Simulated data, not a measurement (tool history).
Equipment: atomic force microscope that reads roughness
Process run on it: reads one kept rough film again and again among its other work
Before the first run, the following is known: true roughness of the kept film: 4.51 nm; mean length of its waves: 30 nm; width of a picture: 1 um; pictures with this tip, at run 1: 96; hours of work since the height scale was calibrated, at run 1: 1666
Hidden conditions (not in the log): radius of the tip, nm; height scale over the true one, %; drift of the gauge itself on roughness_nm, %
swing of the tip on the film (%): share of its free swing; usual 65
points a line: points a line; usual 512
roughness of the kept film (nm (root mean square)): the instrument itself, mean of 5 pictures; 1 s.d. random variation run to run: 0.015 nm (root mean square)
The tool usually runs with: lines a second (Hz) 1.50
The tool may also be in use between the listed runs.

run    hour  lines a second (Hz)  swing of the tip on the film (%)  points a line  pictures with this tip  hours of work since the height scale was calibrated  roughness of the kept film (nm (root mean square))
  1     0.0                 1.50                                65            512                      96                                                 1666                                               2.442
       14.1  -- new tip fitted
  2    55.5                 1.50                                65            357                      71                                                 1694                                               2.662
       83.0  -- new tip fitted
  3   103.0                 1.50                                65            357                      34                                                 1718                                               3.068
  4   145.4                 1.50                                66            512                     105                                                 1740                                               2.374
      154.6  -- new tip fitted
      225.5  -- new tip fitted
  5   227.3                 1.50                                66            512                       3                                                 1782                                               3.661
  6   271.5                 1.50                                66            512                      77                                                 1804                                               2.732
      295.3  -- new tip fitted
  7   311.9                 1.50                                66            512                      28                                                 1825                                               3.209
  8   358.3                 1.50                                59            512                     106                                                 1849                                               2.415
      366.7  -- new tip fitted
  9   426.2                 1.50                                59            512                     101                                                 1883                                               2.418
      439.4  -- new tip fitted
 10   469.6                 1.50                                68            512                      51                                                 1905                                               2.982
 11   504.9                 1.50                                75            512                     111                                                 1923                                               2.352
      512.2  -- new tip fitted
 12   575.0                 1.50                                75            512                     106                                                 1959                                               2.259
      584.1  -- new tip fitted
      653.2  -- new tip fitted
 13   657.4                 1.50                                65            313                       7                                                 2001                                               3.596
      725.5  -- new tip fitted
 14   725.5                 1.50                                65            313                       0                                                 2036                                               3.679
      794.7  -- new tip fitted
 15   794.7                 1.50                                65            512                       0                                                 2071                                               3.714
      865.6  -- new tip fitted
 16   871.7                 1.50                                75            512                      10                                                 2110                                               3.387
      934.5  -- new tip fitted
 17   939.3                 1.50                                65            272                       8                                                 2144                                               3.522
     1004.2  -- new tip fitted
 18  1017.8                 1.50                                65            272                      23                                                 2184                                               3.260
 19  1053.7                 1.50                                65            512                      84                                                 2203                                               2.618
     1076.6  -- new tip fitted
 20  1095.1                 1.50                                65            512                      32                                                 2224                                               3.245
     1102.6  -- height scale calibrated on a step standard
     1148.4  -- new tip fitted
 21  1151.0                 1.50                                65            512                       4                                                   25                                               3.647
     1223.4  -- new tip fitted
 22  1224.8                 1.50                                65            512                       2                                                   62                                               3.687
     1295.8  -- new tip fitted
 23  1303.6                 1.50                                65            512                      13                                                  102                                               3.504
     1316.9  -- height scale calibrated on a step standard, once more
 24  1339.7                 1.50                                65            512                      73                                                   12                                               2.622
     1368.3  -- new tip fitted
 25  1381.9                 1.50                                65            512                      23                                                   33                                               3.223
 26  1423.1                 1.36                                82            512                      93                                                   54                                               2.304
     1442.2  -- new tip fitted
 27  1482.6                 1.36                                82            512                      68                                                   85                                               2.598
     1512.8  -- new tip fitted
 28  1534.7                 0.92                                82            332                      37                                                  111                                               2.896
     1585.0  -- new tip fitted
 29  1609.0                 0.92                                81            332                      41                                                  149                                               2.944
     1656.8  -- new tip fitted
 30  1659.3                 0.92                                81            332                       4                                                  174                                               3.501
 31  1698.0                 0.80                                60            510                      69                                                  194                                               2.677
     1725.9  -- new tip fitted
 32  1735.7                 3.52                                65            512                      17                                                  213                                               3.234
     1799.2  -- new tip fitted
 33  1815.9                 3.52                                65            512                      28                                                  254                                               3.046
     1869.0  -- new tip fitted
 34  1885.7                 1.91                                90            701                      28                                                  290                                               2.842
     1937.8  -- new tip fitted
 35  1962.0                 1.91                                90            701                      41                                                  329                                               2.743
     2009.4  -- new tip fitted
 36  2026.5                 1.91                                90            701                      29                                                  362                                               2.868
 37  2068.5                 1.91                                90            701                     100                                                  383                                               2.149
     2081.6  -- new tip fitted
 38  2110.7                 1.91                                90            701                      49                                                  405                                               2.657
     2151.7  -- new tip fitted
 39  2189.3                 2.26                                90            500                      63                                                  445                                               2.424
     2225.3  -- new tip fitted
 40  2235.6                 2.26                                90            500                      18                                                  468                                               2.892
 41  2285.3                 2.26                                90            500                     102                                                  494                                               2.061
     2295.2  -- new tip fitted
 42  2342.1                 3.17                                65            792                      79                                                  523                                               2.481
     2366.9  -- new tip fitted
 43  2386.0                 3.83                                76            301                      32                                                  545                                               2.760
     2435.4  -- new tip fitted
 44  2446.9                 1.19                                65            512                      19                                                  576                                               3.416
 45  2503.1                 1.19                                65            512                     114                                                  605                                               2.299
     2509.8  -- new tip fitted
 46  2552.1                 3.49                                70            461                      72                                                  630                                               2.484
     2585.1  -- new tip fitted
 47  2610.7                 3.49                                70            461                      44                                                  659                                               2.822
     2654.4  -- new tip fitted
 48  2689.4                 3.49                                70            461                      59                                                  699                                               2.680
     2726.8  -- new tip fitted
 49  2732.7                 3.49                                70            461                      10                                                  721                                               3.234

4 options for the next run, each taken on its own from the tool as it stands now. Forecast them:
     2796.9  -- new tip fitted
  A  2803.4                 3.49                                79            461                      11                                                  757                                                   ?
     2796.9  -- new tip fitted
  B  2803.4                 3.49                                87            461                      11                                                  757                                                   ?
     2796.9  -- new tip fitted
  C  2803.4                 1.50                                64            512                      11                                                  757                                                   ?
     2796.9  -- new tip fitted
  D  2803.4                 0.64                                83            461                      11                                                  757                                                   ?

run  roughness of the kept film (nm (root mean square))
  A                                               3.093
  B                                               2.918
  C                                               3.457
  D                                               3.450
What these runs would have given with no unlogged condition in the tool:
run  roughness of the kept film (nm (root mean square))
  A                                               3.253
  B                                               3.069
  C                                               3.636
  D                                               3.628
